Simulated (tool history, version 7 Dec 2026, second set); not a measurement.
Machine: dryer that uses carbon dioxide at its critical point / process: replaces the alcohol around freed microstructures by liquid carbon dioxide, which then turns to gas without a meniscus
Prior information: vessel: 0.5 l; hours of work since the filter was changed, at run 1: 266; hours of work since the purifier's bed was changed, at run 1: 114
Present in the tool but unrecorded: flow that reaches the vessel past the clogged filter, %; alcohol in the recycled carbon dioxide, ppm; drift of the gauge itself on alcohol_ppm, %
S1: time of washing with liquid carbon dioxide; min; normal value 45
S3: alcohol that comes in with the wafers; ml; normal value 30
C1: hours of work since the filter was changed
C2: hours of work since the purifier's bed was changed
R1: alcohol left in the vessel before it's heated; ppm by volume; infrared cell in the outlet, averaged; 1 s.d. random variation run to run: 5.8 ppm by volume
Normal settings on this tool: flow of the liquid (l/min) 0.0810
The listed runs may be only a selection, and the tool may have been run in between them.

Run 1, day 0.000: usual settings; C1 266; C2 114. Result: R1 249 ppm by volume.
Run 2, day 0.196: usual settings; C1 268; C2 116. Result: R1 252 ppm by volume.
Run 3, day 0.525: usual settings; C1 272; C2 120. Result: R1 256 ppm by volume.
Run 4, day 0.696: usual settings; C1 274; C2 122. Result: R1 252 ppm by volume.
Run 5, day 0.996: usual settings; C1 278; C2 126. Result: R1 260 ppm by volume.
Run 6, day 1.258: usual settings but S3 70 ml; C1 281; C2 129. Result: R1 547 ppm by volume.
Run 7, day 1.533: usual settings but S3 70 ml; C1 284; C2 132. Result: R1 576 ppm by volume.
Run 8, day 1.862: usual settings but S3 70 ml; C1 288; C2 136. Result: R1 594 ppm by volume.
Run 9, day 2.092: usual settings; C1 291; C2 139. Result: R1 267 ppm by volume.
Run 10, day 2.300: usual settings but S3 103 ml; C1 294; C2 142. Result: R1 862 ppm by volume.
Run 11, day 2.542: usual settings but flow of the liquid (l/min) 0.0757, S3 21 ml; C1 296; C2 145. Result: R1 274 ppm by volume.
Run 12, day 2.921: usual settings but flow of the liquid (l/min) 0.0757, S3 21 ml; C1 301; C2 149. Result: R1 271 ppm by volume.
Run 13, day 3.125: usual settings but S1 63 min; C1 303; C2 152. Result: R1 58 ppm by volume.
Run 14, day 3.300: usual settings but S3 34 ml; C1 306; C2 154. Result: R1 314 ppm by volume.
Run 15, day 3.479: usual settings but S1 31 min, S3 67 ml; C1 308; C2 156. Result: R1 2975 ppm by volume.
Run 16, day 3.833: usual settings but flow of the liquid (l/min) 0.0596, S3 90 ml; C1 312; C2 160. Result: R1 3075 ppm by volume.
Run 17, day 4.179: usual settings but S1 46 min, flow of the liquid (l/min) 0.0683; C1 316; C2 164. Result: R1 543 ppm by volume.
Run 18, day 4.346: usual settings but S1 68 min, flow of the liquid (l/min) 0.0635; C1 318; C2 166. Result: R1 120 ppm by volume.
Run 19, day 4.521: usual settings but S1 33 min, flow of the liquid (l/min) 0.0635; C1 320; C2 168. Result: R1 2560 ppm by volume.

Alternative continuations, all from the tool just after run 19; predict every row:
Run A, day 4.846: usual settings but flow of the liquid (l/min) 0.1259; C1 324; C2 172. Result: R1 ?.
Run B, day 4.846: usual settings but S3 75 ml; C1 324; C2 172. Result: R1 ?.
Run C, day 4.846: usual settings but S1 33 min, flow of the liquid (l/min) 0.0566, S3 46 ml; C1 324; C2 172. Result: R1 ?.

run    R1
  A    59
  B   643
  C  5496
With no hidden state in the tool, these same runs would have given:
run    R1
  A    21
  B   470
  C  4763

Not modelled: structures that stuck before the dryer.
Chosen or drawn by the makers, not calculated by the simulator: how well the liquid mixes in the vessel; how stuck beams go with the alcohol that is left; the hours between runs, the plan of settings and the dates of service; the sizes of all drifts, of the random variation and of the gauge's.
